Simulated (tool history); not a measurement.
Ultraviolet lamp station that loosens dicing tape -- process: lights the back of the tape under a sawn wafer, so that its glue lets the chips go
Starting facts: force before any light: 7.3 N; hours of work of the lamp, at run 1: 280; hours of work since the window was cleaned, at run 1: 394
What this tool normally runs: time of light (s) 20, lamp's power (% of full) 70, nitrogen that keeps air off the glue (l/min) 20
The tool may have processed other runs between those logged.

| run | day | time of light (s) | lamp's power (% of full) | nitrogen that keeps air off the glue (l/min) | hours of work of the lamp | hours of work since the window was cleaned | force that peels the tape off (N) | light that reached the tape (mJ/cm²) |
|---|---|---|---|---|---|---|---|---|
| 1 | 0 | 20 | 70 | 20 | 280 | 394 | 0.835 | 194 |
| 2 | 0.292 | 20 | 70 | 20 | 285 | 400 | 0.834 | 196 |
| 3 | 0.596 | 20 | 70 | 20 | 291 | 406 | 0.848 | 195 |
| 4 | 0.879 | 20 | 70 | 20 | 296 | 411 | 0.846 | 193 |
| 5 | 1.175 | 20 | 70 | 20 | 302 | 417 | 0.826 | 190 |
| 6 | 1.454 | 20 | 70 | 20 | 307 | 422 | 0.86 | 196 |
| 7 | 1.708 | 20 | 70 | 20 | 312 | 427 | 0.888 | 191 |
| 8 | 1.879 | 20 | 70 | 20 | 315 | 430 | 0.87 | 187 |
| 9 | 2.246 | 20 | 70 | 20 | 322 | 437 | 0.85 | 195 |
| 10 | 2.583 | 20 | 70 | 20 | 329 | 443 | 0.865 | 194 |
| 11 | 2.854 | 20 | 70 | 20 | 334 | 448 | 0.835 | 196 |
| 12 | 3.221 | 15 | 70 | 20 | 341 | 455 | 1.465 | 144 |
| 13 | 3.558 | 15 | 70 | 20 | 347 | 461 | 1.393 | 145 |
| 14 | 3.85 | 15 | 70 | 20 | 352 | 467 | 1.416 | 142 |
| 15 | 4.104 | 15 | 70 | 20 | 357 | 472 | 1.426 | 144 |
| 16 | 4.425 | 26 | 70 | 20 | 363 | 478 | 0.544 | 250 |
| 17 | 4.608 | 15 | 70 | 20 | 367 | 481 | 1.374 | 144 |
| 18 | 4.854 | 20 | 70 | 26 | 371 | 486 | 0.781 | 190 |
| 19 | 5.046 | 20 | 70 | 26 | 375 | 489 | 0.827 | 193 |
| 20 | 5.279 | 20 | 77 | 20 | 379 | 494 | 0.758 | 207 |
| 21 | 5.65 | 20 | 77 | 20 | 386 | 501 | 0.787 | 210 |
| 22 | 5.817 | 20 | 70 | 20 | 390 | 504 | 0.879 | 185 |
| 23 | 6.15 | 20 | 71 | 20 | 396 | 510 | 0.901 | 189 |
| 24 | 6.454 | 20 | 71 | 20 | 402 | 516 | 0.875 | 190 |
| 25 | 6.825 | 30 | 92 | 20 | 408 | 523 | 0.235 | 362 |
| 26 | 7 | 30 | 92 | 20 | 412 | 526 | 0.251 | 367 |
| 27 | 7.188 | 15 | 90 | 20 | 415 | 530 | 0.953 | 176 |
| 28 | 7.475 | 15 | 90 | 20 | 421 | 535 | 0.995 | 177 |
| 29 | 7.85 | 15 | 90 | 20 | 428 | 542 | 0.997 | 176 |
| 30 | 8.112 | 15 | 90 | 20 | 433 | 547 | 1.011 | 176 |
| 31 | 8.458 | 34 | 90 | 6 | 439 | 554 | 0.361 | 405 |
| 32 | 8.762 | 34 | 90 | 6 | 445 | 559 | 0.363 | 404 |
| 33 | 9.033 | 20 | 71 | 26 | 450 | 565 | 0.827 | 184 |
| 34 | 9.35 | 20 | 88 | 20 | 456 | 571 | 0.611 | 231 |
| 35 | 9.562 | 20 | 88 | 20 | 460 | 575 | 0.618 | 225 |
| 36 | 9.829 | 26 | 70 | 36 | 465 | 580 | 0.46 | 234 |
| 37 | 10.075 | 26 | 84 | 26 | 470 | 584 | 0.368 | 281 |
| 38 | 10.275 | 14 | 68 | 20 | 473 | 588 | 1.768 | 121 |
| 39 | 10.621 | 20 | 66 | 20 | 480 | 594 | 1.066 | 171 |
| 40 | 10.833 | 20 | 66 | 20 | 484 | 598 | 1.074 | 169 |
| 41 | 11.204 | 27 | 100 | 8 | 491 | 605 | 0.405 | 347 |
| 42 | 11.421 | 27 | 100 | 10 | 495 | 610 | 0.372 | 345 |
| 43 | 11.721 | 27 | 100 | 10 | 501 | 615 | 0.385 | 338 |
| 44 | 12.038 | 27 | 100 | 10 | 507 | 621 | 0.372 | 345 |

Below are 4 alternative next runs, each starting from the tool's condition after run 44. Predict each:
| A | 12.229 | 20 | 83 | 10 | 510 | 625 | ? | ? |
| B | 12.229 | 11 | 69 | 31 | 510 | 625 | ? | ? |
| C | 12.229 | 38 | 64 | 36 | 510 | 625 | ? | ? |
| D | 12.229 | 33 | 100 | 39 | 510 | 625 | ? | ? |

| run | force that peels the tape off (N) | light that reached the tape (mJ/cm²) |
|---|---|---|
| A | 0.975 | 209 |
| B | 2.204 | 93 |
| C | 0.28 | 310 |
| D | 0.192 | 424 |
Without the tool's hidden state the same runs would have given:
| run | force that peels the tape off (N) | light that reached the tape (mJ/cm²) |
|---|---|---|
| A | 0.639 | 261 |
| B | 1.653 | 117 |
| C | 0.207 | 387 |
| D | 0.175 | 529 |
